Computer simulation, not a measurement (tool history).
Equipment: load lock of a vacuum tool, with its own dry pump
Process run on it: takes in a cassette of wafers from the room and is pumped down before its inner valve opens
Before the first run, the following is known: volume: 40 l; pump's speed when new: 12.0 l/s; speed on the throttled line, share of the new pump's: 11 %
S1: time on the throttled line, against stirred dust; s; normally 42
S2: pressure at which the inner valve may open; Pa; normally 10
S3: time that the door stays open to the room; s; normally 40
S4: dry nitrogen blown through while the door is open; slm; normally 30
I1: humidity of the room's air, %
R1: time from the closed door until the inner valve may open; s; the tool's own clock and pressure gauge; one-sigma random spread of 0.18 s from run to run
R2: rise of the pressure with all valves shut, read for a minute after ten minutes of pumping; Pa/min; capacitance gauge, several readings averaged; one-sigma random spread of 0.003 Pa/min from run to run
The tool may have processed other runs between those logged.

run	hour	S1	S2	S3	S4	I1	R1	R2
1	0	42	10	40	30	42.7	68.3	0.03
2	103.3	42	10	40	30	45.2	68.7	0.032
3	275.9	42	10	40	30	44	68.5	0.031
4	463.7	42	10	40	30	43.6	68.5	0.033
5	564.9	42	10	40	30	44.7	68.7	0.035
6	806.6	42	10	40	30	43.7	68.5	0.031
7	995.4	42	10	40	30	42	68.2	0.029
8	1110	42	10	40	30	43.6	68.5	0.025
9	1333.5	42	10	107	30	45	68.3	0.041
10	1532.5	42	10	28	30	46.3	68.5	0.026
11	1639.8	42	10	28	30	46.8	68.4	0.029
12	1826.6	42	10	28	30	46.9	68.2	0.036
13	1997.9	42	15	28	30	45.5	67.1	0.028
14	2171.6	42	15	28	5	43.9	66.9	0.053
15	2359.8	42	15	28	5	45.1	67.1	0.057
16	2487.6	42	15	28	5	48.3	66.8	0.06
17	2666	42	15	28	5	42	66.9	0.058
18	2767.3	42	15	28	30	43.7	66.8	0.026
19	2996.5	42	15	28	30	43.5	67	0.027
20	3198.4	48	15	60	30	40.1	72.6	0.029
21	3436.2	42	10	44	18	43.7	68	0.043
22	3676.1	42	10	44	18	48.4	68.5	0.045
23	3903.6	82	11	35	23	46.7	103.3	0.037
24	4084	82	11	35	23	48	103.6	0.039
25	4318.2	82	11	35	23	48.5	103.7	0.042
26	4466.6	33	18	35	5	45.4	58.3	0.062
27	4691.1	44	11	40	4	47	69.5	0.063
28	4915.4	44	11	40	4	45.6	69.9	0.06
29	5049.6	44	11	40	4	43.8	69.8	0.061
30	5199.4	42	10	98	12	45	68.6	0.062
31	5427.1	42	8	40	14	45.4	68.9	0.042
32	5631.6	42	8	40	14	42.6	69.1	0.043
33	5751.2	42	15	32	30	45.5	67.3	0.029

Forecast run 34:
34	5852.1	27	9	212	43	44.6	?	?

For run 34 the tool returned R1 55.2 s, R2 0.039 Pa/min.
On a tool with no hidden condition, and with the same random variation, this run would have come out at R1 55.2 s, R2 0.039 Pa/min.

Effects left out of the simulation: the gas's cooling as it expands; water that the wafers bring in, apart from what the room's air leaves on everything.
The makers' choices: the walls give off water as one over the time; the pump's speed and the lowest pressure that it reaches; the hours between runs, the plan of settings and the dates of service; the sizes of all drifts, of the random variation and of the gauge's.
